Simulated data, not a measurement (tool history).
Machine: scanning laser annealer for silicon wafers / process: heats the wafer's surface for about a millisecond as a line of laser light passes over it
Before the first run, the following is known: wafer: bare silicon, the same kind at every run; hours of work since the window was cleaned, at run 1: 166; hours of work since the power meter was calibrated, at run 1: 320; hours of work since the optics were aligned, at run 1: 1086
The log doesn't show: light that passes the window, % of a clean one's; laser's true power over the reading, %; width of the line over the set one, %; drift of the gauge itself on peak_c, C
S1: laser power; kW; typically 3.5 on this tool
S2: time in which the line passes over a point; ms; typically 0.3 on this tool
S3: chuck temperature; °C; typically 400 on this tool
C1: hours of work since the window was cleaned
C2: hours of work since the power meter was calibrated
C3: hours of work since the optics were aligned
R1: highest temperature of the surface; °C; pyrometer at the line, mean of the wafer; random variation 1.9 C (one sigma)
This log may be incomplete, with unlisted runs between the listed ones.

{"run": 1, "hour": 0.0, "S1": 3.5, "S2": 0.3, "S3": 400, "C1": 166, "C2": 320, "C3": 1086, "R1": 1127}
{"run": 2, "hour": 20.6, "S1": 3.5, "S2": 0.238, "S3": 400, "C1": 177, "C2": 331, "C3": 1096, "R1": 1044}
{"run": 3, "hour": 42.0, "S1": 3.5, "S2": 0.238, "S3": 400, "C1": 188, "C2": 341, "C3": 1107, "R1": 1046}
{"run": 4, "hour": 63.5, "S1": 3.5, "S2": 0.238, "S3": 400, "C1": 199, "C2": 352, "C3": 1118, "R1": 1044}
{"run": 5, "hour": 84.3, "S1": 3.5, "S2": 0.238, "S3": 400, "C1": 209, "C2": 363, "C3": 1129, "R1": 1045}
{"run": 6, "hour": 102.8, "S1": 3.5, "S2": 0.238, "S3": 400, "C1": 219, "C2": 372, "C3": 1138, "R1": 1043}
{"run": 7, "hour": 124.1, "S1": 3.5, "S2": 0.238, "S3": 400, "C1": 230, "C2": 383, "C3": 1149, "R1": 1046}
{"run": 8, "hour": 144.1, "S1": 3.724, "S2": 0.238, "S3": 400, "C1": 240, "C2": 393, "C3": 1159, "R1": 1079}
{"run": 9, "hour": 154.5, "S1": 3.724, "S2": 0.238, "S3": 400, "C1": 245, "C2": 399, "C3": 1164, "R1": 1085}
{"run": 10, "hour": 174.8, "S1": 3.724, "S2": 0.238, "S3": 400, "C1": 255, "C2": 409, "C3": 1175, "R1": 1083}
{"run": 11, "hour": 195.9, "S1": 3.724, "S2": 0.238, "S3": 400, "C1": 266, "C2": 420, "C3": 1185, "R1": 1081}
{"run": 12, "hour": 214.8, "S1": 3.724, "S2": 0.238, "S3": 400, "C1": 276, "C2": 429, "C3": 1195, "R1": 1077}
{"run": 13, "hour": 235.6, "S1": 3.5, "S2": 0.359, "S3": 400, "C1": 286, "C2": 440, "C3": 1206, "R1": 1198}
{"run": 14, "hour": 256.4, "S1": 3.5, "S2": 0.359, "S3": 400, "C1": 297, "C2": 450, "C3": 1216, "R1": 1198}
{"run": 15, "hour": 273.9, "S1": 3.727, "S2": 0.3, "S3": 400, "C1": 306, "C2": 459, "C3": 1225, "R1": 1169}
{"run": 16, "hour": 286.5, "S1": 3.727, "S2": 0.3, "S3": 400, "C1": 312, "C2": 466, "C3": 1231, "R1": 1167}
{"run": 17, "hour": 299.5, "S1": 3.5, "S2": 0.236, "S3": 400, "C1": 319, "C2": 472, "C3": 1238, "R1": 1037}
{"run": 18, "hour": 321.0, "S1": 3.5, "S2": 0.233, "S3": 400, "C1": 330, "C2": 483, "C3": 1249, "R1": 1032}
{"run": 19, "hour": 330.8, "S1": 3.5, "S2": 0.233, "S3": 400, "C1": 335, "C2": 488, "C3": 1254, "R1": 1030}
{"run": 20, "hour": 340.9, "S1": 3.5, "S2": 0.233, "S3": 400, "C1": 340, "C2": 493, "C3": 1259, "R1": 1036}
{"run": 21, "hour": 352.5, "S1": 3.76, "S2": 0.3, "S3": 400, "C1": 346, "C2": 499, "C3": 1265, "R1": 1176}
{"run": 22, "hour": 361.3, "S1": 3.198, "S2": 0.379, "S3": 385, "C1": 350, "C2": 504, "C3": 1269, "R1": 1138}
{"run": 23, "hour": 376.8, "S1": 3.623, "S2": 0.298, "S3": 398, "C1": 358, "C2": 512, "C3": 1277, "R1": 1140}
{"run": 24, "hour": 393.0, "S1": 3.623, "S2": 0.239, "S3": 426, "C1": 366, "C2": 520, "C3": 1286, "R1": 1089}
{"run": 25, "hour": 405.0, "S1": 3.456, "S2": 0.248, "S3": 419, "C1": 372, "C2": 526, "C3": 1292, "R1": 1066}
{"hour": 417.5, "done": "optics aligned, line set to its width"}
{"run": 26, "hour": 426.6, "S1": 3.5, "S2": 0.342, "S3": 420, "C1": 381, "C2": 534, "C3": 5, "R1": 1191}
{"run": 27, "hour": 442.0, "S1": 3.5, "S2": 0.3, "S3": 425, "C1": 389, "C2": 542, "C3": 12, "R1": 1140}
{"hour": 463.5, "done": "optics aligned, line set to its width, once more"}
{"run": 28, "hour": 466.6, "S1": 3.5, "S2": 0.3, "S3": 425, "C1": 399, "C2": 552, "C3": 2, "R1": 1164}
{"run": 29, "hour": 488.1, "S1": 3.531, "S2": 0.243, "S3": 400, "C1": 409, "C2": 563, "C3": 13, "R1": 1068}
{"run": 30, "hour": 501.1, "S1": 3.325, "S2": 0.367, "S3": 439, "C1": 416, "C2": 570, "C3": 19, "R1": 1224}
{"run": 31, "hour": 520.8, "S1": 3.325, "S2": 0.215, "S3": 405, "C1": 426, "C2": 580, "C3": 29, "R1": 993}
{"run": 32, "hour": 537.6, "S1": 3.519, "S2": 0.219, "S3": 400, "C1": 435, "C2": 588, "C3": 38, "R1": 1026}
{"run": 33, "hour": 554.7, "S1": 3.494, "S2": 0.212, "S3": 377, "C1": 443, "C2": 597, "C3": 46, "R1": 991}
{"run": 34, "hour": 575.0, "S1": 3.494, "S2": 0.212, "S3": 377, "C1": 454, "C2": 607, "C3": 57, "R1": 988}
{"run": 35, "hour": 587.9, "S1": 3.73, "S2": 0.348, "S3": 375, "C1": 460, "C2": 614, "C3": 63, "R1": 1219}
{"run": 36, "hour": 606.4, "S1": 3.73, "S2": 0.348, "S3": 388, "C1": 470, "C2": 623, "C3": 73, "R1": 1230}
{"run": 37, "hour": 628.0, "S1": 3.73, "S2": 0.318, "S3": 388, "C1": 481, "C2": 634, "C3": 84, "R1": 1190}
{"run": 38, "hour": 647.0, "S1": 3.73, "S2": 0.318, "S3": 388, "C1": 490, "C2": 644, "C3": 93, "R1": 1193}
{"run": 39, "hour": 667.9, "S1": 3.11, "S2": 0.369, "S3": 397, "C1": 501, "C2": 655, "C3": 104, "R1": 1132}
{"run": 40, "hour": 685.0, "S1": 3.5, "S2": 0.219, "S3": 400, "C1": 510, "C2": 663, "C3": 113, "R1": 1023}
{"run": 41, "hour": 700.9, "S1": 3.5, "S2": 0.304, "S3": 400, "C1": 518, "C2": 671, "C3": 121, "R1": 1140}

Run by run, hidden condition taken away, random variation retained:
run=1 R1=1145
run=2 R1=1060
run=3 R1=1063
run=4 R1=1060
run=5 R1=1061
run=6 R1=1060
run=7 R1=1063
run=8 R1=1097
run=9 R1=1104
run=10 R1=1102
run=11 R1=1100
run=12 R1=1096
run=13 R1=1221
run=14 R1=1220
run=15 R1=1191
run=16 R1=1190
run=17 R1=1056
run=18 R1=1051
run=19 R1=1049
run=20 R1=1055
run=21 R1=1199
run=22 R1=1161
run=23 R1=1163
run=24 R1=1110
run=25 R1=1086
run=26 R1=1223
run=27 R1=1170
run=28 R1=1172
run=29 R1=1075
run=30 R1=1233
run=31 R1=1000
run=32 R1=1034
run=33 R1=999
run=34 R1=996
run=35 R1=1230
run=36 R1=1242
run=37 R1=1201
run=38 R1=1205
run=39 R1=1142
run=40 R1=1032
run=41 R1=1151
